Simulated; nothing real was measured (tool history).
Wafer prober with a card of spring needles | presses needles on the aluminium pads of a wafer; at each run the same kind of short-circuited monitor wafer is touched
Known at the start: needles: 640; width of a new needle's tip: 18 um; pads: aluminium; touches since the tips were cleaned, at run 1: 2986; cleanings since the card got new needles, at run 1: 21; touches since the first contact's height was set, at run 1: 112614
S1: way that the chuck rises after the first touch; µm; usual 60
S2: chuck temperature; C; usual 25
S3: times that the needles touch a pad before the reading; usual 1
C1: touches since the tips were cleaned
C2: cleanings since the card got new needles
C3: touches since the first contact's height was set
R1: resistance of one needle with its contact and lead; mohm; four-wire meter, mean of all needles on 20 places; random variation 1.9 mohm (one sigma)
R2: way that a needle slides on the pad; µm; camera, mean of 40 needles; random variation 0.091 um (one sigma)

{"run": 1, "hour": 0.0, "S1": 60, "S2": 25, "S3": 1, "C1": 2986, "C2": 21, "C3": 112614, "R1": 237, "R2": 14.53}
{"hour": 4.6, "done": "tips cleaned on abrasive film"}
{"run": 2, "hour": 12.5, "S1": 60, "S2": 25, "S3": 1, "C1": 2632, "C2": 22, "C3": 116736, "R1": 245, "R2": 14.54}
{"hour": 18.4, "done": "tips cleaned on abrasive film"}
{"run": 3, "hour": 28.7, "S1": 60, "S2": 25, "S3": 1, "C1": 3422, "C2": 23, "C3": 122067, "R1": 250, "R2": 14.55}
{"hour": 32.6, "done": "tips cleaned on abrasive film"}
{"run": 4, "hour": 45.7, "S1": 60, "S2": 40, "S3": 1, "C1": 4345, "C2": 24, "C3": 127658, "R1": 252, "R2": 14.46}
{"hour": 46.7, "done": "tips cleaned on abrasive film"}
{"hour": 61.3, "done": "tips cleaned on abrasive film"}
{"run": 5, "hour": 63.8, "S1": 52, "S2": 25, "S3": 1, "C1": 844, "C2": 26, "C3": 133609, "R1": 234, "R2": 12.47}
{"hour": 75.1, "done": "tips cleaned on abrasive film"}
{"run": 6, "hour": 75.1, "S1": 60, "S2": 25, "S3": 3, "C1": 0, "C2": 27, "C3": 137313, "R1": 202, "R2": 14.43}
{"hour": 89.7, "done": "tips cleaned on abrasive film"}
{"run": 7, "hour": 90.6, "S1": 60, "S2": 25, "S3": 3, "C1": 296, "C2": 28, "C3": 142400, "R1": 206, "R2": 14.55}
{"hour": 104.0, "done": "tips cleaned on abrasive film"}
{"run": 8, "hour": 107.3, "S1": 60, "S2": 25, "S3": 2, "C1": 1094, "C2": 29, "C3": 147926, "R1": 217, "R2": 14.4}
{"hour": 118.6, "done": "tips cleaned on abrasive film"}
{"run": 9, "hour": 125.1, "S1": 60, "S2": 25, "S3": 2, "C1": 2150, "C2": 30, "C3": 153780, "R1": 228, "R2": 14.48}
{"hour": 132.9, "done": "tips cleaned on abrasive film"}
{"run": 10, "hour": 137.2, "S1": 60, "S2": 25, "S3": 2, "C1": 1428, "C2": 31, "C3": 157765, "R1": 222, "R2": 14.5}
{"hour": 146.6, "done": "tips cleaned on abrasive film"}
{"run": 11, "hour": 149.7, "S1": 60, "S2": 78, "S3": 1, "C1": 1035, "C2": 32, "C3": 161886, "R1": 238, "R2": 14.41}
{"hour": 161.1, "done": "tips cleaned on abrasive film"}
{"run": 12, "hour": 167.6, "S1": 60, "S2": 78, "S3": 1, "C1": 2156, "C2": 33, "C3": 167761, "R1": 255, "R2": 14.51}
{"hour": 174.9, "done": "tips cleaned on abrasive film"}
{"run": 13, "hour": 182.9, "S1": 60, "S2": 25, "S3": 1, "C1": 2659, "C2": 34, "C3": 172812, "R1": 249, "R2": 14.36}
{"hour": 188.7, "done": "tips cleaned on abrasive film"}
{"run": 14, "hour": 200.5, "S1": 60, "S2": 98, "S3": 1, "C1": 3893, "C2": 35, "C3": 178594, "R1": 263, "R2": 14.39}
{"hour": 203.9, "done": "tips cleaned on abrasive film"}
{"run": 15, "hour": 214.2, "S1": 60, "S2": 98, "S3": 1, "C1": 3418, "C2": 36, "C3": 183116, "R1": 264, "R2": 14.19}
{"hour": 218.1, "done": "tips cleaned on abrasive film"}
{"run": 16, "hour": 223.7, "S1": 60, "S2": 98, "S3": 1, "C1": 1868, "C2": 37, "C3": 186236, "R1": 250, "R2": 14.26}
{"hour": 232.1, "done": "tips cleaned on abrasive film"}
{"run": 17, "hour": 240.9, "S1": 49, "S2": 111, "S3": 1, "C1": 2933, "C2": 38, "C3": 191911, "R1": 288, "R2": 11.56}
{"hour": 246.8, "done": "tips cleaned on abrasive film"}
{"run": 18, "hour": 251.4, "S1": 49, "S2": 107, "S3": 3, "C1": 1534, "C2": 39, "C3": 195347, "R1": 240, "R2": 11.58}
{"hour": 260.5, "done": "tips cleaned on abrasive film"}
{"run": 19, "hour": 267.2, "S1": 60, "S2": 27, "S3": 1, "C1": 2228, "C2": 40, "C3": 200548, "R1": 243, "R2": 14.31}
{"hour": 274.3, "done": "tips cleaned on abrasive film"}
{"run": 20, "hour": 280.5, "S1": 60, "S2": 71, "S3": 1, "C1": 2055, "C2": 41, "C3": 204939, "R1": 253, "R2": 14.24}
{"hour": 288.2, "done": "tips cleaned on abrasive film"}
{"run": 21, "hour": 296.5, "S1": 60, "S2": 40, "S3": 2, "C1": 2747, "C2": 42, "C3": 210184, "R1": 232, "R2": 14.38}
{"hour": 302.3, "done": "tips cleaned on abrasive film"}
{"run": 22, "hour": 310.2, "S1": 60, "S2": 40, "S3": 2, "C1": 2605, "C2": 43, "C3": 214706, "R1": 229, "R2": 14.12}
{"hour": 316.6, "done": "tips cleaned on abrasive film"}
{"run": 23, "hour": 322.1, "S1": 60, "S2": 40, "S3": 2, "C1": 1826, "C2": 44, "C3": 218615, "R1": 228, "R2": 14.18}
{"hour": 330.4, "done": "tips cleaned on abrasive film"}
{"run": 24, "hour": 336.2, "S1": 60, "S2": 40, "S3": 2, "C1": 1926, "C2": 45, "C3": 223262, "R1": 228, "R2": 14.35}
{"hour": 344.0, "done": "tips cleaned on abrasive film"}
{"run": 25, "hour": 352.6, "S1": 52, "S2": 42, "S3": 1, "C1": 2835, "C2": 46, "C3": 228659, "R1": 266, "R2": 12.15}
{"hour": 358.4, "done": "tips cleaned on abrasive film"}
{"run": 26, "hour": 370.8, "S1": 50, "S2": 30, "S3": 2, "C1": 4109, "C2": 47, "C3": 234673, "R1": 253, "R2": 11.69}
{"hour": 372.4, "done": "tips cleaned on abrasive film"}
{"run": 27, "hour": 380.1, "S1": 72, "S2": 25, "S3": 3, "C1": 2544, "C2": 48, "C3": 237715, "R1": 211, "R2": 17.32}
{"hour": 387.3, "done": "tips cleaned on abrasive film"}
{"run": 28, "hour": 387.9, "S1": 42, "S2": 30, "S3": 1, "C1": 212, "C2": 49, "C3": 240271, "R1": 231, "R2": 9.61}
{"hour": 399.1, "done": "height of the first contact set anew"}
{"hour": 401.2, "done": "tips cleaned on abrasive film"}
{"run": 29, "hour": 404.0, "S1": 69, "S2": 25, "S3": 3, "C1": 926, "C2": 50, "C3": 1611, "R1": 205, "R2": 16.91}
{"hour": 414.8, "done": "tips cleaned on abrasive film"}
{"run": 30, "hour": 414.8, "S1": 70, "S2": 25, "S3": 2, "C1": 0, "C2": 51, "C3": 5164, "R1": 197, "R2": 17.06}
{"hour": 428.9, "done": "tips cleaned on abrasive film"}
{"run": 31, "hour": 429.8, "S1": 49, "S2": 31, "S3": 1, "C1": 298, "C2": 52, "C3": 10091, "R1": 218, "R2": 12.02}
{"run": 32, "hour": 441.0, "S1": 49, "S2": 31, "S3": 1, "C1": 4004, "C2": 52, "C3": 13797, "R1": 281, "R2": 12.15}

Forecast each of these 3 alternatives for the next run:
{"hour": 444.0, "done": "tips cleaned on abrasive film"}
{"run": "A", "hour": 453.3, "S1": 59, "S2": 29, "S3": 2, "C1": 3079, "C2": 53, "C3": 17833, "R1": "?", "R2": "?"}
{"hour": 444.0, "done": "tips cleaned on abrasive film"}
{"run": "B", "hour": 453.3, "S1": 45, "S2": 31, "S3": 1, "C1": 3079, "C2": 53, "C3": 17833, "R1": "?", "R2": "?"}
{"hour": 444.0, "done": "tips cleaned on abrasive film"}
{"run": "C", "hour": 453.3, "S1": 60, "S2": 45, "S3": 1, "C1": 3079, "C2": 53, "C3": 17833, "R1": "?", "R2": "?"}

run=A R1=230 R2=14.58
run=B R1=285 R2=11.2
run=C R1=248 R2=14.74
Without the tool's hidden state the same runs would have given:
run=A R1=199 R2=14.63
run=B R1=203 R2=11.25
run=C R1=201 R2=14.8
